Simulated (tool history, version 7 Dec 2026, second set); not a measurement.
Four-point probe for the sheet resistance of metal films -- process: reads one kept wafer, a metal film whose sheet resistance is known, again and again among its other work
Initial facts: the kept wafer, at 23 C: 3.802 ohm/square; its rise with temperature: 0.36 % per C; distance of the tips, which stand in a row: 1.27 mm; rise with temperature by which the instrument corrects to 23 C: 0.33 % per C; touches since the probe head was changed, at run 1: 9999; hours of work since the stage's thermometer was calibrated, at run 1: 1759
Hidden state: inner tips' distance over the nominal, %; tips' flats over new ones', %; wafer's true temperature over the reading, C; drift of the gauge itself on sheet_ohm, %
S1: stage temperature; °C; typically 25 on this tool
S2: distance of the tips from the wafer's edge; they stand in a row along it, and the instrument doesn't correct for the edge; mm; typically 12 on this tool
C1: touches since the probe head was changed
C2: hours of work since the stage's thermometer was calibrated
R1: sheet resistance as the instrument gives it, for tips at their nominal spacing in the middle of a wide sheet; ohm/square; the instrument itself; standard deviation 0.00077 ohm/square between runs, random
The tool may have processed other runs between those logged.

run,hour,S1,S2,C1,C2,R1
1,0.0,25,12,9999,1759,3.832128
2,69.0,25,12,11423,1800,3.833312
3,149.7,25,12,13085,1848,3.831359
4,197.0,25,12,14061,1876,3.831896
5,259.3,25,12,15346,1913,3.830969
6,322.9,25,51,16655,1950,3.808801
7,363.9,31,53,17500,1975,3.815959
8,410.5,27,19,18461,2002,3.819795
9,474.5,34,4,19780,2040,4.012686
10,512.8,22,6,20569,2063,3.893962
11,565.8,25,24,21664,2094,3.813711
12,604.1,33,37,22453,2117,3.817642

Forecast each of these 5 alternatives for the next run:
A,662.1,24,55,23649,2151,?
B,662.1,33,21,23649,2151,?
C,662.1,23,54,23649,2151,?
D,662.1,26,37,23649,2151,?
E,662.1,28,66,23649,2151,?

run,R1
A,3.806696
B,3.822027
C,3.807024
D,3.810363
E,3.811506
Had the tool no hidden state, the same runs would have come out as:
run,R1
A,3.804087
B,3.819590
C,3.804393
D,3.807793
E,3.808976

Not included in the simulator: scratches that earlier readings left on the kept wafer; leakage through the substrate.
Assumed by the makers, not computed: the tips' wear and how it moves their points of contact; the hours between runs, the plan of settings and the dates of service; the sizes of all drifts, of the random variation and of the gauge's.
